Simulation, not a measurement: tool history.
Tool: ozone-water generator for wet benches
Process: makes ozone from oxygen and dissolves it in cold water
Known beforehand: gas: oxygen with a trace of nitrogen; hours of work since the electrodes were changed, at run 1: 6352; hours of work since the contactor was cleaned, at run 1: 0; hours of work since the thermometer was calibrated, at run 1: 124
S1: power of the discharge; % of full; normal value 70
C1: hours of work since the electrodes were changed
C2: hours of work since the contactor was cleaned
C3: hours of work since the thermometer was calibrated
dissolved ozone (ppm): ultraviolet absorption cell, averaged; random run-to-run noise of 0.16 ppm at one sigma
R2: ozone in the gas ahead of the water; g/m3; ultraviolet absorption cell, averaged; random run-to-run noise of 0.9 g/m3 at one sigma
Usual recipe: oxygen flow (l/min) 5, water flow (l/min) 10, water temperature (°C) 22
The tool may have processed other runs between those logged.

{"run": 1, "day": 0.0, "S1": 70, "oxygen flow (l/min)": 5, "water flow (l/min)": 10, "water temperature (°C)": 22, "C1": 6352, "C2": 0, "C3": 124, "dissolved ozone (ppm)": 18.3, "R2": 136.4}
{"run": 2, "day": 6.3, "S1": 70, "oxygen flow (l/min)": 5, "water flow (l/min)": 10, "water temperature (°C)": 22, "C1": 6481, "C2": 129, "C3": 253, "dissolved ozone (ppm)": 18.3, "R2": 135.3}
{"run": 3, "day": 15.596, "S1": 70, "oxygen flow (l/min)": 5, "water flow (l/min)": 10, "water temperature (°C)": 22, "C1": 6672, "C2": 320, "C3": 444, "dissolved ozone (ppm)": 17.9, "R2": 135.4}
{"run": 4, "day": 22.196, "S1": 70, "oxygen flow (l/min)": 5, "water flow (l/min)": 10, "water temperature (°C)": 22, "C1": 6808, "C2": 456, "C3": 580, "dissolved ozone (ppm)": 18, "R2": 134.6}
{"run": 5, "day": 28.925, "S1": 70, "oxygen flow (l/min)": 5, "water flow (l/min)": 10, "water temperature (°C)": 22, "C1": 6946, "C2": 594, "C3": 718, "dissolved ozone (ppm)": 18.1, "R2": 136.1}
{"run": 6, "day": 33.658, "S1": 70, "oxygen flow (l/min)": 5, "water flow (l/min)": 10, "water temperature (°C)": 22, "C1": 7044, "C2": 692, "C3": 816, "dissolved ozone (ppm)": 17.8, "R2": 135}
{"run": 7, "day": 37.846, "S1": 70, "oxygen flow (l/min)": 5, "water flow (l/min)": 10, "water temperature (°C)": 22, "C1": 7130, "C2": 778, "C3": 902, "dissolved ozone (ppm)": 17.7, "R2": 134.3}
{"run": 8, "day": 43.517, "S1": 70, "oxygen flow (l/min)": 5, "water flow (l/min)": 10, "water temperature (°C)": 22, "C1": 7246, "C2": 894, "C3": 1018, "dissolved ozone (ppm)": 18, "R2": 132.6}
{"run": 9, "day": 52.683, "S1": 70, "oxygen flow (l/min)": 4.7, "water flow (l/min)": 10, "water temperature (°C)": 22, "C1": 7435, "C2": 1083, "C3": 1206, "dissolved ozone (ppm)": 17.8, "R2": 139.7}
{"run": 10, "day": 59.879, "S1": 70, "oxygen flow (l/min)": 5, "water flow (l/min)": 10, "water temperature (°C)": 22, "C1": 7582, "C2": 1230, "C3": 1354, "dissolved ozone (ppm)": 17.4, "R2": 132.6}
{"run": 11, "day": 65.362, "S1": 70, "oxygen flow (l/min)": 5, "water flow (l/min)": 10, "water temperature (°C)": 15, "C1": 7695, "C2": 1343, "C3": 1467, "dissolved ozone (ppm)": 20.1, "R2": 132.4}
{"run": 12, "day": 71.471, "S1": 70, "oxygen flow (l/min)": 5, "water flow (l/min)": 10, "water temperature (°C)": 15, "C1": 7821, "C2": 1469, "C3": 1592, "dissolved ozone (ppm)": 20, "R2": 133.3}
{"run": 13, "day": 76.021, "S1": 70, "oxygen flow (l/min)": 5, "water flow (l/min)": 10, "water temperature (°C)": 15, "C1": 7914, "C2": 1562, "C3": 1686, "dissolved ozone (ppm)": 20.2, "R2": 133.6}
{"run": 14, "day": 80.608, "S1": 70, "oxygen flow (l/min)": 5, "water flow (l/min)": 10, "water temperature (°C)": 15, "C1": 8008, "C2": 1656, "C3": 1780, "dissolved ozone (ppm)": 19.9, "R2": 133.3}
{"run": 15, "day": 85.646, "S1": 70, "oxygen flow (l/min)": 5, "water flow (l/min)": 10, "water temperature (°C)": 15, "C1": 8112, "C2": 1760, "C3": 1884, "dissolved ozone (ppm)": 19.8, "R2": 131.8}
{"run": 16, "day": 91.658, "S1": 70, "oxygen flow (l/min)": 5, "water flow (l/min)": 10, "water temperature (°C)": 26, "C1": 8235, "C2": 1883, "C3": 2007, "dissolved ozone (ppm)": 15.9, "R2": 133}
{"run": 17, "day": 99.404, "S1": 70, "oxygen flow (l/min)": 5, "water flow (l/min)": 10, "water temperature (°C)": 26, "C1": 8395, "C2": 2043, "C3": 2166, "dissolved ozone (ppm)": 16, "R2": 131.5}
{"run": 18, "day": 103.258, "S1": 76, "oxygen flow (l/min)": 6.32, "water flow (l/min)": 10, "water temperature (°C)": 17, "C1": 8474, "C2": 2122, "C3": 2246, "dissolved ozone (ppm)": 19.2, "R2": 122.7}
{"run": 19, "day": 112.421, "S1": 68, "oxygen flow (l/min)": 4.65, "water flow (l/min)": 7, "water temperature (°C)": 17, "C1": 8662, "C2": 2310, "C3": 2434, "dissolved ozone (ppm)": 23.4, "R2": 134.8}
{"run": 20, "day": 118.942, "S1": 68, "oxygen flow (l/min)": 4.65, "water flow (l/min)": 12, "water temperature (°C)": 17, "C1": 8796, "C2": 2444, "C3": 2568, "dissolved ozone (ppm)": 16.5, "R2": 134.1}
{"run": 21, "day": 126.388, "S1": 68, "oxygen flow (l/min)": 4.65, "water flow (l/min)": 12, "water temperature (°C)": 17, "C1": 8949, "C2": 2597, "C3": 2721, "dissolved ozone (ppm)": 16.1, "R2": 134.2}
{"run": 22, "day": 134.417, "S1": 68, "oxygen flow (l/min)": 4.65, "water flow (l/min)": 12, "water temperature (°C)": 17, "C1": 9114, "C2": 2762, "C3": 2886, "dissolved ozone (ppm)": 16, "R2": 133.7}

Run 23, settings as shown, results not yet in. Your forecast:
{"run": 23, "day": 141.629, "S1": 85, "oxygen flow (l/min)": 4.65, "water flow (l/min)": 12, "water temperature (°C)": 17, "C1": 9262, "C2": 2910, "C3": 3034, "dissolved ozone (ppm)": "?", "R2": "?"}

For run 23 the tool returned dissolved ozone (ppm) 18.7, R2 156.8 g/m3.
Minus the tool's unlogged condition, the same run would have read dissolved ozone (ppm) 23.1, R2 184.7 g/m3.
